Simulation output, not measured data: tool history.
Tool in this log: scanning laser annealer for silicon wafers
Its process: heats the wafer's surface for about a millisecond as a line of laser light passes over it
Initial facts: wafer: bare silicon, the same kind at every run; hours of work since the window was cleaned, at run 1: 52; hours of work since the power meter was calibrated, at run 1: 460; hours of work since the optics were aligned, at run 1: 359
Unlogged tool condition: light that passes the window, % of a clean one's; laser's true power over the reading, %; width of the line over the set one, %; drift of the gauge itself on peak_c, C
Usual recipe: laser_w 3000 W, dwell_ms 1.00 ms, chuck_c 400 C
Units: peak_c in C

run   hour  laser_w  dwell_ms  chuck_c  hours of work since the window was cleaned  hours of work since the power meter was calibrated  hours of work since the optics were aligned  peak_c
  1    0.0     3000      1.00      400                                          52                                                 460                                          359    1119
  2   24.3     3000      1.00      400                                          62                                                 470                                          369    1120
  3   53.0     3000      1.00      400                                          74                                                 482                                          381    1116
  4   82.5     3000      1.16      400                                          85                                                 493                                          393    1173
  5  103.7     3000      1.00      426                                          94                                                 502                                          402    1142
  6  133.7     3000      1.00      426                                         106                                                 514                                          414    1142
  7  166.0     3000      1.00      426                                         119                                                 527                                          427    1143
  8  189.0     3000      1.00      426                                         129                                                 537                                          436    1144
  9  215.5     3000      1.00      426                                         140                                                 548                                          447    1139
 10  230.5     3179      1.00      400                                         146                                                 554                                          453    1168
     237.9  -- optics aligned, line set to its width
 11  261.5     3000      1.00      400                                         156                                                 564                                           10    1110
 12  279.9     3000      1.00      400                                         164                                                 572                                           17    1108
 13  302.0     3000      1.00      400                                         173                                                 581                                           26    1110
 14  318.6     3000      1.00      400                                         179                                                 587                                           33    1107
 15  337.7     3000      1.00      400                                         187                                                 595                                           41    1107
 16  366.2     2969      0.74      426                                         199                                                 607                                           52    1033
 17  390.8     3213      0.91      410                                         209                                                 617                                           62    1142
 18  412.5     3213      0.91      373                                         218                                                 625                                           71    1108
     420.0  -- optics aligned, line set to its width, once more
 19  437.7     3213      0.91      373                                         226                                                 634                                            7    1115
 20  454.1     3213      0.91      373                                         232                                                 640                                           14    1113
 21  485.3     3213      0.91      373                                         245                                                 653                                           27    1114
 22  510.7     2647      1.00      437                                         255                                                 663                                           37    1049
 23  525.1     3203      0.71      392                                         261                                                 669                                           43    1044
 24  552.1     2769      0.83      402                                         272                                                 680                                           54     993
 25  570.5     3008      1.18      361                                         280                                                 688                                           61    1131

Alternative continuations, all from the tool just after run 25; predict every row:
  A  595.0     3145      0.98      401                                         290                                                 698                                           71       ?
  B  595.0     3099      0.73      361                                         290                                                 698                                           71       ?
  C  595.0     3008      1.18      362                                         290                                                 698                                           71       ?
  D  595.0     3008      1.18      422                                         290                                                 698                                           71       ?

run  peak_c
  A    1144
  B     996
  C    1132
  D    1190
Without the tool's unlogged condition, the same runs would have read:
run  peak_c
  A    1175
  B    1023
  C    1165
  D    1223

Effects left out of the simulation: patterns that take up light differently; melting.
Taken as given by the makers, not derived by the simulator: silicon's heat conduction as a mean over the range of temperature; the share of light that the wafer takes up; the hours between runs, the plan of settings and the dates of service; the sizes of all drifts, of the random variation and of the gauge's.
